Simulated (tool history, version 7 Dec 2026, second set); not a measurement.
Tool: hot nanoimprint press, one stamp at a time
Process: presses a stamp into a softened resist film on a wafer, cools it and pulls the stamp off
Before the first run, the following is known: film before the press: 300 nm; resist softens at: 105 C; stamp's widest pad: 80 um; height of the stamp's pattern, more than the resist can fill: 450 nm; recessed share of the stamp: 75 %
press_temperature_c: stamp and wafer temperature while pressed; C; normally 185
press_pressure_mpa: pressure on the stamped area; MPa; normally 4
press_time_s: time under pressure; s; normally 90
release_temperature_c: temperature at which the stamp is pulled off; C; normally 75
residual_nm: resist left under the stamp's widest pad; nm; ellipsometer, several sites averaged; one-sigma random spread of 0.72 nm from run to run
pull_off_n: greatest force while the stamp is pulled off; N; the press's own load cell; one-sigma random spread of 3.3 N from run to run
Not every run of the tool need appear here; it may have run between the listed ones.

run	hour	press_temperature_c	press_pressure_mpa	press_time_s	release_temperature_c	residual_nm	pull_off_n
1	0.0	185	4	90	75	123.6	215
2	31.2	185	4	90	75	123.3	210
3	45.9	185	4	90	75	121.9	212
4	60.5	185	4	90	75	123.0	212
5	76.1	185	4	90	75	123.0	217
6	102.6	185	4	90	75	123.0	215
7	135.9	178	4	90	75	165.0	214
8	166.5	178	4	90	75	164.7	213
9	183.9	178	4	90	75	166.9	218
10	198.2	185	4	90	75	124.6	226

Run 11 comes next. What will it give?
11	216.9	185	4	90	75	?	?

residual_nm: 125.0 nm
pull_off_n: 223 N
Were there no unlogged condition in the tool, this run, its random variation unchanged, would have produced residual_nm 115.5 nm, pull_off_n 157 N.
